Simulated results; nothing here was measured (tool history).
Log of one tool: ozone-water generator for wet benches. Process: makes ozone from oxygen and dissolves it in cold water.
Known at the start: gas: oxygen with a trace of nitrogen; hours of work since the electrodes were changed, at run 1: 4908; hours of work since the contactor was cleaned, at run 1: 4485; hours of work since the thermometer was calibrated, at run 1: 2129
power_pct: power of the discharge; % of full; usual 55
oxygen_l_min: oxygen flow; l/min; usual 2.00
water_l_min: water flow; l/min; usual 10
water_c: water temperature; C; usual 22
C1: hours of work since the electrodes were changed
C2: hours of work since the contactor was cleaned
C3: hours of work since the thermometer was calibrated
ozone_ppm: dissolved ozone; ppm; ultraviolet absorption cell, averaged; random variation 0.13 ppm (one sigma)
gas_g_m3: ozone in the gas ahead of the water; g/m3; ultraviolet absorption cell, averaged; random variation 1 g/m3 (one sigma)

{"run": 1, "hour": 0.0, "power_pct": 55, "oxygen_l_min": 2.0, "water_l_min": 10, "water_c": 22, "C1": 4908, "C2": 4485, "C3": 2129, "ozone_ppm": 12.0, "gas_g_m3": 165.5}
{"run": 2, "hour": 138.6, "power_pct": 55, "oxygen_l_min": 2.0, "water_l_min": 10, "water_c": 22, "C1": 5020, "C2": 4597, "C3": 2241, "ozone_ppm": 11.9, "gas_g_m3": 165.8}
{"run": 3, "hour": 290.9, "power_pct": 55, "oxygen_l_min": 2.0, "water_l_min": 10, "water_c": 22, "C1": 5143, "C2": 4721, "C3": 2365, "ozone_ppm": 11.8, "gas_g_m3": 165.4}
{"run": 4, "hour": 365.8, "power_pct": 55, "oxygen_l_min": 2.0, "water_l_min": 10, "water_c": 22, "C1": 5204, "C2": 4781, "C3": 2425, "ozone_ppm": 11.8, "gas_g_m3": 164.3}
{"run": 5, "hour": 483.4, "power_pct": 55, "oxygen_l_min": 2.0, "water_l_min": 10, "water_c": 22, "C1": 5299, "C2": 4877, "C3": 2521, "ozone_ppm": 11.8, "gas_g_m3": 164.0}
{"run": 6, "hour": 635.7, "power_pct": 94, "oxygen_l_min": 2.0, "water_l_min": 10, "water_c": 22, "C1": 5423, "C2": 5000, "C3": 2644, "ozone_ppm": 15.3, "gas_g_m3": 213.5}
{"run": 7, "hour": 747.2, "power_pct": 55, "oxygen_l_min": 2.0, "water_l_min": 10, "water_c": 22, "C1": 5513, "C2": 5090, "C3": 2735, "ozone_ppm": 11.7, "gas_g_m3": 162.9}
{"run": 8, "hour": 909.0, "power_pct": 55, "oxygen_l_min": 2.0, "water_l_min": 10, "water_c": 22, "C1": 5644, "C2": 5221, "C3": 2866, "ozone_ppm": 11.7, "gas_g_m3": 162.5}
{"run": 9, "hour": 1042.2, "power_pct": 55, "oxygen_l_min": 2.0, "water_l_min": 10, "water_c": 22, "C1": 5752, "C2": 5329, "C3": 2974, "ozone_ppm": 11.6, "gas_g_m3": 163.0}
{"run": 10, "hour": 1160.4, "power_pct": 55, "oxygen_l_min": 2.0, "water_l_min": 10, "water_c": 22, "C1": 5848, "C2": 5425, "C3": 3069, "ozone_ppm": 11.6, "gas_g_m3": 162.3}
{"run": 11, "hour": 1244.1, "power_pct": 55, "oxygen_l_min": 2.0, "water_l_min": 10, "water_c": 22, "C1": 5916, "C2": 5493, "C3": 3137, "ozone_ppm": 11.7, "gas_g_m3": 162.7}
{"run": 12, "hour": 1334.2, "power_pct": 55, "oxygen_l_min": 2.0, "water_l_min": 10, "water_c": 22, "C1": 5989, "C2": 5566, "C3": 3210, "ozone_ppm": 11.6, "gas_g_m3": 163.0}
{"run": 13, "hour": 1448.0, "power_pct": 55, "oxygen_l_min": 2.0, "water_l_min": 12, "water_c": 22, "C1": 6081, "C2": 5658, "C3": 3302, "ozone_ppm": 9.5, "gas_g_m3": 163.3}
{"run": 14, "hour": 1543.2, "power_pct": 55, "oxygen_l_min": 2.0, "water_l_min": 10, "water_c": 22, "C1": 6158, "C2": 5735, "C3": 3380, "ozone_ppm": 11.7, "gas_g_m3": 162.0}
{"run": 15, "hour": 1675.1, "power_pct": 55, "oxygen_l_min": 2.0, "water_l_min": 10, "water_c": 22, "C1": 6265, "C2": 5842, "C3": 3487, "ozone_ppm": 11.3, "gas_g_m3": 161.4}
{"run": 16, "hour": 1795.4, "power_pct": 55, "oxygen_l_min": 2.0, "water_l_min": 10, "water_c": 22, "C1": 6363, "C2": 5940, "C3": 3584, "ozone_ppm": 11.3, "gas_g_m3": 160.8}
{"run": 17, "hour": 1876.9, "power_pct": 55, "oxygen_l_min": 2.0, "water_l_min": 10, "water_c": 22, "C1": 6429, "C2": 6006, "C3": 3650, "ozone_ppm": 11.6, "gas_g_m3": 160.1}
{"run": 18, "hour": 2003.3, "power_pct": 89, "oxygen_l_min": 1.74, "water_l_min": 10, "water_c": 22, "C1": 6531, "C2": 6108, "C3": 3752, "ozone_ppm": 14.1, "gas_g_m3": 219.7}
{"run": 19, "hour": 2139.5, "power_pct": 70, "oxygen_l_min": 2.0, "water_l_min": 8, "water_c": 18, "C1": 6642, "C2": 6219, "C3": 3863, "ozone_ppm": 16.7, "gas_g_m3": 179.9}
{"hour": 2185.1, "done": "contactor cleaned"}
{"run": 20, "hour": 2297.1, "power_pct": 47, "oxygen_l_min": 1.42, "water_l_min": 10, "water_c": 22, "C1": 6766, "C2": 91, "C3": 3987, "ozone_ppm": 11.2, "gas_g_m3": 183.8}
{"run": 21, "hour": 2380.0, "power_pct": 47, "oxygen_l_min": 1.42, "water_l_min": 10, "water_c": 22, "C1": 6833, "C2": 158, "C3": 4055, "ozone_ppm": 11.2, "gas_g_m3": 184.6}
{"run": 22, "hour": 2523.7, "power_pct": 63, "oxygen_l_min": 2.0, "water_l_min": 10, "water_c": 22, "C1": 6950, "C2": 274, "C3": 4171, "ozone_ppm": 12.9, "gas_g_m3": 172.4}
{"run": 23, "hour": 2634.4, "power_pct": 60, "oxygen_l_min": 2.4, "water_l_min": 10, "water_c": 14, "C1": 7040, "C2": 364, "C3": 4261, "ozone_ppm": 13.6, "gas_g_m3": 148.8}
{"run": 24, "hour": 2707.1, "power_pct": 74, "oxygen_l_min": 2.0, "water_l_min": 10, "water_c": 22, "C1": 7098, "C2": 423, "C3": 4320, "ozone_ppm": 13.4, "gas_g_m3": 181.1}
{"run": 25, "hour": 2864.4, "power_pct": 55, "oxygen_l_min": 2.0, "water_l_min": 10, "water_c": 22, "C1": 7226, "C2": 551, "C3": 4447, "ozone_ppm": 11.7, "gas_g_m3": 157.2}
{"run": 26, "hour": 2939.8, "power_pct": 55, "oxygen_l_min": 2.0, "water_l_min": 10, "water_c": 22, "C1": 7287, "C2": 612, "C3": 4508, "ozone_ppm": 11.7, "gas_g_m3": 157.8}
{"run": 27, "hour": 3023.5, "power_pct": 54, "oxygen_l_min": 2.0, "water_l_min": 9, "water_c": 22, "C1": 7355, "C2": 680, "C3": 4576, "ozone_ppm": 13.2, "gas_g_m3": 156.5}
{"run": 28, "hour": 3142.1, "power_pct": 55, "oxygen_l_min": 2.0, "water_l_min": 7, "water_c": 22, "C1": 7451, "C2": 776, "C3": 4672, "ozone_ppm": 16.5, "gas_g_m3": 159.0}
{"run": 29, "hour": 3233.0, "power_pct": 55, "oxygen_l_min": 2.0, "water_l_min": 14, "water_c": 22, "C1": 7525, "C2": 849, "C3": 4746, "ozone_ppm": 8.0, "gas_g_m3": 156.5}
{"run": 30, "hour": 3346.6, "power_pct": 48, "oxygen_l_min": 1.16, "water_l_min": 14, "water_c": 22, "C1": 7617, "C2": 941, "C3": 4838, "ozone_ppm": 7.3, "gas_g_m3": 207.4}
{"run": 31, "hour": 3430.8, "power_pct": 48, "oxygen_l_min": 1.16, "water_l_min": 6, "water_c": 22, "C1": 7685, "C2": 1010, "C3": 4906, "ozone_ppm": 18.6, "gas_g_m3": 208.3}
{"hour": 3456.5, "done": "water thermometer calibrated"}
{"run": 32, "hour": 3589.9, "power_pct": 48, "oxygen_l_min": 1.01, "water_l_min": 6, "water_c": 18, "C1": 7813, "C2": 1138, "C3": 108, "ozone_ppm": 19.5, "gas_g_m3": 226.0}
{"run": 33, "hour": 3710.3, "power_pct": 64, "oxygen_l_min": 1.47, "water_l_min": 10, "water_c": 22, "C1": 7911, "C2": 1236, "C3": 206, "ozone_ppm": 12.4, "gas_g_m3": 202.3}

3 ways to go on from here, each from the tool as it stands after run 33. What would each give?
{"run": "A", "hour": 3781.7, "power_pct": 55, "oxygen_l_min": 2.0, "water_l_min": 9, "water_c": 22, "C1": 7969, "C2": 1294, "C3": 264, "ozone_ppm": "?", "gas_g_m3": "?"}
{"run": "B", "hour": 3781.7, "power_pct": 87, "oxygen_l_min": 2.84, "water_l_min": 10, "water_c": 16, "C1": 7969, "C2": 1294, "C3": 264, "ozone_ppm": "?", "gas_g_m3": "?"}
{"run": "C", "hour": 3781.7, "power_pct": 48, "oxygen_l_min": 1.47, "water_l_min": 10, "water_c": 27, "C1": 7969, "C2": 1294, "C3": 264, "ozone_ppm": "?", "gas_g_m3": "?"}

run=A ozone_ppm=13.1 gas_g_m3=155.1
run=B ozone_ppm=15.1 gas_g_m3=155.7
run=C ozone_ppm=10.2 gas_g_m3=177.7
Without the tool's hidden state the same runs would have given:
run=A ozone_ppm=15.4 gas_g_m3=179.8
run=B ozone_ppm=18.5 gas_g_m3=187.4
run=C ozone_ppm=11.9 gas_g_m3=203.5

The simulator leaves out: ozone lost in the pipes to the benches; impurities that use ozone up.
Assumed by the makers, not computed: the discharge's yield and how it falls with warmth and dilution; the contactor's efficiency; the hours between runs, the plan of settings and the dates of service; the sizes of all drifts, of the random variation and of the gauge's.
